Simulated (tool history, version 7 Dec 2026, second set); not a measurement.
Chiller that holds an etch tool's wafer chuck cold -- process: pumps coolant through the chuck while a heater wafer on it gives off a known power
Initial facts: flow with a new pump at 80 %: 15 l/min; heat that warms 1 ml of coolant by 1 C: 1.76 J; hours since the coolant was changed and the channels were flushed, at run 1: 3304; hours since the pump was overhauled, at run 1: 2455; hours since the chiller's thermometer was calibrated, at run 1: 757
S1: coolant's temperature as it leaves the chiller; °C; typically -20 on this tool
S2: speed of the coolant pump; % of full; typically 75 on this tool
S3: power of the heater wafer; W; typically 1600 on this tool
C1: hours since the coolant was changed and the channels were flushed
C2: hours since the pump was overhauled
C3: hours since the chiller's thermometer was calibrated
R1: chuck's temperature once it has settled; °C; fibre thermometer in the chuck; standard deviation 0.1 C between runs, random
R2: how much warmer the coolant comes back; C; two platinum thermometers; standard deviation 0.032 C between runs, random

run,hour,S1,S2,S3,C1,C2,C3,R1,R2
1,0,-20,75,1600,3304,2455,757,-5.3,4.19
2,89.9,-20,75,1600,3394,2545,847,-5.2,4.17
3,176.9,-20,75,1600,3481,2632,934,-5.2,4.23
4,213.7,-20,75,1600,3518,2668,970,-5.1,4.2
5,292.4,-20,85,1600,3597,2747,1049,-6,3.69
6,355.9,-20,75,1600,3660,2811,1113,-5.2,4.21
7,427.3,-20,75,1600,3731,2882,1184,-4.9,4.24
# hour 454.7: coolant changed, channels flushed
8,522.7,-24,75,1600,68,2971,1274,-11.5,4.31
9,611.1,-28,75,1600,156,3060,1362,-15.1,4.25
10,650.7,-28,75,1600,196,3099,1401,-15,4.27
11,688.7,-28,75,1600,234,3137,1439,-15.1,4.31
12,744.7,-28,75,1600,290,3193,1495,-15.1,4.29
# hour 755.5: coolant pump overhauled
13,787,-28,75,1600,327,32,1533,-14.7,4.56
14,876,-28,75,1600,416,121,1622,-14.7,4.52
15,944.9,-20,75,1436,485,189,1691,-7.8,4.09
# hour 1001.7: coolant pump overhauled, once more
16,1022.1,-20,75,1436,557,20,1763,-8.9,3.36
17,1102.1,-30,92,1436,637,100,1843,-19.9,2.81
18,1139.3,-12,94,1135,675,138,1880,-3.9,2.19
19,1178.2,-20,73,1600,713,176,1919,-7.2,4.01
20,1230.6,-20,73,1600,766,229,1971,-7.2,3.99
21,1315.6,-20,98,2034,851,314,2056,-6,3.77
22,1381.2,-14,89,1147,917,379,2122,-5.5,2.33
23,1434.6,-14,89,1147,970,433,2175,-5.5,2.37
24,1519.6,-14,89,1147,1055,518,2260,-5.5,2.38
25,1588.5,-26,93,1734,1124,587,2329,-13.3,3.42
26,1639.4,-12,73,1178,1175,638,2380,-2.2,3
27,1678.5,-18,85,1600,1214,677,2419,-5.6,3.51
28,1739,-18,85,1600,1274,737,2480,-5.5,3.38
29,1787.3,-18,85,1600,1323,786,2528,-5.6,3.48
30,1849.5,-14,85,1046,1385,848,2590,-5.8,2.24
31,1895.9,-14,85,1046,1431,894,2637,-5.6,2.29
32,1943.9,-14,85,1046,1479,942,2685,-5.5,2.24

Per-run results on a tool with no hidden state, each run keeping its own random variation:
Unlogged tool condition in this case: heat passed by the chuck's channels, % of clean ones'; flow at a given pump speed, % of a new pump's; coolant's true temperature over the reading, C; drift of the gauge itself on chuck_c, C; drift of the gauge itself on warmer_back_c, C.
run,R1,R2
1,-8.2,3.87
2,-8.3,3.84
3,-8.4,3.88
4,-8.4,3.85
5,-9.1,3.37
6,-8.6,3.84
7,-8.4,3.86
8,-12.5,3.92
9,-16.3,3.85
10,-16.2,3.87
11,-16.3,3.9
12,-16.4,3.87
13,-16.4,3.9
14,-16.5,3.84
15,-9.5,3.47
16,-9.6,3.38
17,-20.7,2.82
18,-4.6,2.19
19,-8.1,4.01
20,-8.1,3.99
21,-7.1,3.76
22,-6.4,2.32
23,-6.5,2.35
24,-6.6,2.36
25,-14.7,3.38
26,-3.4,2.96
27,-7,3.46
28,-7,3.34
29,-7.1,3.42
30,-7.1,2.2
31,-6.9,2.25
32,-6.8,2.2
